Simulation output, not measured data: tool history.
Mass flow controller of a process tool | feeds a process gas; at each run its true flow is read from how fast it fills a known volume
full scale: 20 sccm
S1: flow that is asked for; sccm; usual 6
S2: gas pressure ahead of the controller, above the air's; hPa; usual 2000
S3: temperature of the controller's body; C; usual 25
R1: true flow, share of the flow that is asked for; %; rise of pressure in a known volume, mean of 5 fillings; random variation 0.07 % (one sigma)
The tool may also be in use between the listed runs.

run,hour,S1,S2,S3,R1
1,0.0,6,2000,25,99.11
2,168.9,6,2000,25,99.23
3,321.7,4,2000,25,99.02
4,536.4,6,2000,25,99.26
5,752.3,6,2000,25,99.13
6,977.0,6,2000,25,99.27
7,1195.1,6,2000,25,99.11
8,1374.6,6,2000,25,99.20
9,1588.5,2,1570,30,99.36
10,1714.4,6,1670,40,100.15
11,1836.3,2,2230,25,98.81
12,2065.3,4,1550,25,99.20
13,2325.4,6,1770,33,99.75
14,2508.2,6,2440,33,99.58
15,2755.3,6,1780,33,99.78
# hour 2938.0: controller's zero set anew
16,3007.7,6,2460,24,99.06

5 ways to go on from here, each from the tool as it stands after run 16. What would each give?
A,3127.0,3,1920,31,?
B,3127.0,6,2280,25,?
C,3127.0,6,1840,25,?
D,3127.0,10,2640,20,?
E,3127.0,5,2060,30,?

run,R1
A,99.39
B,99.12
C,99.22
D,98.96
E,99.35
Without the tool's hidden state the same runs would have given:
run,R1
A,99.40
B,99.13
C,99.22
D,98.97
E,99.36
